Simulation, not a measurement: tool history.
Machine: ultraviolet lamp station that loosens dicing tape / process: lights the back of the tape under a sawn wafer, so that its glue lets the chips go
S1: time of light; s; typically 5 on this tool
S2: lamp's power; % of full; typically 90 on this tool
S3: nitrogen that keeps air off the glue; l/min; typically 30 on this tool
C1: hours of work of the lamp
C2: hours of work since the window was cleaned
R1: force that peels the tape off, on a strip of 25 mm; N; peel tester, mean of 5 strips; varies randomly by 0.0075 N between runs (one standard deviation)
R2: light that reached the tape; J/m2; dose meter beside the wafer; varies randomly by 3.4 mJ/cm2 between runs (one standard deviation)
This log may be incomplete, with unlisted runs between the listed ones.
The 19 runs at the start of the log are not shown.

run    hour  S1  S2  S3   C1   C2     R1     R2
      982.9  -- lamp changed
 20  1006.2   5  90  30   15  626  0.277   5550
     1027.7  -- window cleaned of glue's vapour
 21  1074.6   5  90  30   57   29  0.279   5560
 22  1137.9   5  76  30   97   69  0.369   4650
 23  1198.2   3  98  19  134  107  0.752   3580
 24  1240.2   5  63  49  161  133  0.407   3790
 25  1314.3   3  99  53  207  180  0.466   3630
 26  1359.6   5  99  53  236  208  0.215   6150
 27  1428.7   5  99  53  279  251  0.236   6020
 28  1466.8   3  86  16  303  275  1.083   3140
 29  1509.7   3  97  14  330  302  0.881   3580
 30  1539.9   5  72   9  349  321  0.748   4440
 31  1606.6   9  90  30  390  363  0.206  10030
 32  1643.8   3  90  17  414  386  0.973   3310
 33  1695.9   2  86  31  446  418  1.611   2130
 34  1734.7   5  90  15  471  443  0.359   5540
 35  1792.7   2  63  10  507  479  3.351   1570
 36  1837.3   2  63  10  535  507  3.491   1530
 37    1868   3  90  23  554  526  0.833   3300
 38  1912.1   3  94  22  582  554  0.772   3440
 39  1964.7   4  94  60  615  587   0.32   4600
 40  2021.7   7  65  30  650  623  0.284   5530
     2049.3  -- window cleaned of glue's vapour
 41  2065.8   9  65  30  678   10  0.223   7210
 42  2120.1   3  96  14  712   44  0.926   3500
 43    2158   3  96  14  735   68  0.919   3540
 44  2193.2   3  96  14  757   90  0.929   3550

3 options for the next run, each taken on its own from the tool as it stands now. Forecast them:
  A  2253.4   5  88  40  795  128   ?   ?
  B  2253.4   7  89  30  795  128   ?   ?
  C  2253.4   3  90  47  795  128   ?   ?

run     R1    R2
  A  0.273  5370
  B  0.224  7670
  C   0.59  3310
The same runs, with their run-to-run variation unchanged, on a tool lacking any hidden condition would have given:
run     R1    R2
  A  0.273  5380
  B  0.224  7690
  C  0.588  3320

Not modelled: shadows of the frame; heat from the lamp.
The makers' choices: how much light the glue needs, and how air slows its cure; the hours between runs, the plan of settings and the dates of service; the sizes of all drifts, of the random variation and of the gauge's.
